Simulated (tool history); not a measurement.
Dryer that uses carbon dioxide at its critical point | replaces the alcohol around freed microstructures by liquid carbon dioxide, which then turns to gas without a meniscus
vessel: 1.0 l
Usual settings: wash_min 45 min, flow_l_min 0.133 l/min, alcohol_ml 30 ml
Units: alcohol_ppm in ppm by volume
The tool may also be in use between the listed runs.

run    hour  wash_min  flow_l_min  alcohol_ml  alcohol_ppm
  1     0.0        45       0.133          30          250
  2    39.4        45       0.133          30          263
  3    73.9        45       0.133          30          275
  4   118.9        45       0.133          30          284
  5   178.7        55       0.133          30          115
  6   226.1        45       0.133          30          294
  7   265.1        45       0.133          30          293
  8   333.6        45       0.133          30          308
  9   402.9        45       0.133          30          310
 10   467.2        45       0.133          30          326
 11   517.7        42       0.133          30          451
 12   581.3        45       0.133          30          374
 13   611.1        45       0.133          30          370
 14   664.6        45       0.133          30          367
 15   714.5        45       0.133          30          376
 16   784.6        35       0.133          30         1008
      791.2  -- inlet filter changed
 17   857.7        45       0.133          30          246
 18   926.2        45       0.133          28          244
 19   964.7        45       0.162          30          121
 20   998.4        45       0.133          30          274
 21  1066.6        45       0.133          30          287
 22  1117.6        45       0.133          30          287
 23  1157.2        45       0.133          30          288
 24  1216.6        45       0.106          30          733
 25  1273.0        40       0.129          30          566
 26  1322.7        40       0.129          30          571
 27  1366.8        40       0.129          30          594
 28  1416.0        30       0.127          32         1730
 29  1482.9        33       0.154          25          535
 30  1551.6        32       0.141          24          808
 31  1601.2        66       0.224          24           60
 32  1635.3        32       0.167          88         1527
 33  1665.5        30       0.133          30         1559
 34  1713.4        30       0.199          58          705
 35  1782.1        68       0.134          22           85
 36  1814.7        49       0.133          82          714
 37  1883.4        43       0.082          82         6187
 38  1931.5        43       0.082          82         6513
     1965.1  -- inlet filter changed
 39  1987.6        42       0.123         102         1486
 40  2047.3        37       0.084          29         2350
 41  2101.7        37       0.084          29         2346
 42  2144.5        37       0.084          29         2394
 43  2175.4        45       0.091          57         2149
 44  2211.4        29       0.085          35         5016
 45  2253.8        39       0.189          30          153
 46  2283.9        39       0.189          30          157
     2327.4  -- purifier's bed changed
 47  2349.5        39       0.189          30           84

Forecast each of these 3 alternatives for the next run:
  A  2407.0        39       0.133          30            ?
  B  2407.0        36       0.133          30            ?
  C  2407.0        55       0.133          30            ?

run  alcohol_ppm
  A          503
  B          676
  C           88
Without the tool's hidden state the same runs would have given:
run  alcohol_ppm
  A          415
  B          568
  C           65

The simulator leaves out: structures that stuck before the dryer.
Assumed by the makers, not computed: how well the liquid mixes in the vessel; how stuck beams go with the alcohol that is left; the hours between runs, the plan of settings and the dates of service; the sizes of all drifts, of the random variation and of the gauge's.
